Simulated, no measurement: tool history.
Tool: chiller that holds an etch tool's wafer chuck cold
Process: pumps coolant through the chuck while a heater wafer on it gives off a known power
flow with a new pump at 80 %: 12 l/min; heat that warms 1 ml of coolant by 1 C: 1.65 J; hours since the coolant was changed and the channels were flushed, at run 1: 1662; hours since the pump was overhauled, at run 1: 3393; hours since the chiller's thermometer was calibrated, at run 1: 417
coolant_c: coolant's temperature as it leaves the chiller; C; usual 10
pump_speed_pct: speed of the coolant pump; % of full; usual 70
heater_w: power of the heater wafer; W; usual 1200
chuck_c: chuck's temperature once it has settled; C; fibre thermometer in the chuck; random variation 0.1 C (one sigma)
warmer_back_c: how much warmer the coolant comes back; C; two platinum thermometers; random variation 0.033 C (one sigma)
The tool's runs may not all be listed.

run	hour	coolant_c	pump_speed_pct	heater_w	hours since the coolant was changed and the channels were flushed	hours since the pump was overhauled	hours since the chiller's thermometer was calibrated	chuck_c	warmer_back_c
1	0	10	70	1200	1662	3393	417	20.4	4.42
2	118.9	10	70	1200	1781	3511	536	20.5	4.5
3	233.9	10	70	1200	1896	3627	651	20.5	4.47
4	313.4	10	70	1200	1976	3706	731	20.5	4.46
5	408.8	10	70	1361	2071	3801	826	22.2	5.04
6	485.2	10	70	1361	2147	3878	903	22.2	5.06
7	599.5	10	70	1200	2262	3992	1017	20.6	4.46
8	717.9	10	74	1200	2380	4110	1135	20	4.21
9	846.9	10	74	1200	2509	4240	1264	20	4.25
10	963.7	12	81	819	2626	4356	1381	18.1	2.55
11	1065.9	10	82	1200	2728	4458	1483	19.1	3.75
12	1137.8	10	82	1200	2800	4530	1555	18.8	3.81
13	1236.5	10	91	861	2899	4629	1654	15.6	2.39
14	1299.2	17	99	1016	2961	4692	1717	23.3	2.57
15	1364.4	4	75	1560	3027	4757	1782	17	5.47
16	1478.5	15	62	1396	3141	4871	1896	29.1	6.08
17	1581.8	8	72	1396	3244	4974	1999	20	5.12

Forecast each of these 4 alternatives for the next run:
A	1661.4	17	90	1200	3324	5054	2079	?	?
B	1661.4	5	71	1018	3324	5054	2079	?	?
C	1661.4	6	70	680	3324	5054	2079	?	?
D	1661.4	19	70	1759	3324	5054	2079	?	?

run	chuck_c	warmer_back_c
A	25.2	3.47
B	13.9	3.82
C	11.9	2.59
D	35.1	6.65
Without the tool's hidden state the same runs would have given:
run	chuck_c	warmer_back_c
A	24.6	3.22
B	13.3	3.54
C	11.6	2.41
D	33.7	6.17
